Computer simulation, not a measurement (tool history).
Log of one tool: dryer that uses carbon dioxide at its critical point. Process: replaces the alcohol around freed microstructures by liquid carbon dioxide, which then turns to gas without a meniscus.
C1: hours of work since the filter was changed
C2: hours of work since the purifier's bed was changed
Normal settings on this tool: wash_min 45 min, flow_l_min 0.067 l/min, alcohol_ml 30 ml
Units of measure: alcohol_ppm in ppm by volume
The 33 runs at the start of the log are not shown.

{"run": 34, "hour": 1460.3, "wash_min": 45, "flow_l_min": 0.067, "alcohol_ml": 98, "C1": 67, "C2": 474, "alcohol_ppm": 1894}
{"run": 35, "hour": 1513.7, "wash_min": 45, "flow_l_min": 0.067, "alcohol_ml": 98, "C1": 99, "C2": 506, "alcohol_ppm": 2073}
{"run": 36, "hour": 1564.1, "wash_min": 41, "flow_l_min": 0.0586, "alcohol_ml": 20, "C1": 129, "C2": 536, "alcohol_ppm": 1170}
{"run": 37, "hour": 1621.6, "wash_min": 41, "flow_l_min": 0.0586, "alcohol_ml": 20, "C1": 164, "C2": 571, "alcohol_ppm": 1298}
{"run": 38, "hour": 1651.4, "wash_min": 41, "flow_l_min": 0.0586, "alcohol_ml": 20, "C1": 182, "C2": 589, "alcohol_ppm": 1377}
{"hour": 1674.7, "done": "inlet filter changed"}
{"run": 39, "hour": 1691.9, "wash_min": 41, "flow_l_min": 0.0586, "alcohol_ml": 20, "C1": 10, "C2": 612, "alcohol_ppm": 846}
{"run": 40, "hour": 1733.0, "wash_min": 39, "flow_l_min": 0.0637, "alcohol_ml": 25, "C1": 35, "C2": 637, "alcohol_ppm": 1018}
{"run": 41, "hour": 1790.2, "wash_min": 28, "flow_l_min": 0.067, "alcohol_ml": 91, "C1": 69, "C2": 671, "alcohol_ppm": 10413}
{"run": 42, "hour": 1843.3, "wash_min": 50, "flow_l_min": 0.067, "alcohol_ml": 30, "C1": 101, "C2": 703, "alcohol_ppm": 432}
{"run": 43, "hour": 1903.7, "wash_min": 54, "flow_l_min": 0.108, "alcohol_ml": 30, "C1": 138, "C2": 739, "alcohol_ppm": 58}
{"run": 44, "hour": 1948.3, "wash_min": 36, "flow_l_min": 0.0703, "alcohol_ml": 51, "C1": 164, "C2": 766, "alcohol_ppm": 2839}
{"run": 45, "hour": 1975.3, "wash_min": 36, "flow_l_min": 0.0703, "alcohol_ml": 51, "C1": 180, "C2": 782, "alcohol_ppm": 2959}
{"hour": 1998.6, "done": "inlet filter changed"}
{"run": 46, "hour": 2016.0, "wash_min": 47, "flow_l_min": 0.0703, "alcohol_ml": 62, "C1": 10, "C2": 806, "alcohol_ppm": 688}
{"run": 47, "hour": 2064.7, "wash_min": 46, "flow_l_min": 0.067, "alcohol_ml": 30, "C1": 40, "C2": 835, "alcohol_ppm": 524}

3 options for the next run, each taken on its own from the tool as it stands now. Forecast them:
{"run": "A", "hour": 2101.9, "wash_min": 46, "flow_l_min": 0.1057, "alcohol_ml": 33, "C1": 62, "C2": 858, "alcohol_ppm": "?"}
{"run": "B", "hour": 2101.9, "wash_min": 46, "flow_l_min": 0.1063, "alcohol_ml": 30, "C1": 62, "C2": 858, "alcohol_ppm": "?"}
{"run": "C", "hour": 2101.9, "wash_min": 52, "flow_l_min": 0.0422, "alcohol_ml": 54, "C1": 62, "C2": 858, "alcohol_ppm": "?"}

run=A alcohol_ppm=98
run=B alcohol_ppm=86
run=C alcohol_ppm=3522
Stripped of hidden state, with their random variation kept, the same runs would have yielded:
run=A alcohol_ppm=37
run=B alcohol_ppm=26
run=C alcohol_ppm=2868

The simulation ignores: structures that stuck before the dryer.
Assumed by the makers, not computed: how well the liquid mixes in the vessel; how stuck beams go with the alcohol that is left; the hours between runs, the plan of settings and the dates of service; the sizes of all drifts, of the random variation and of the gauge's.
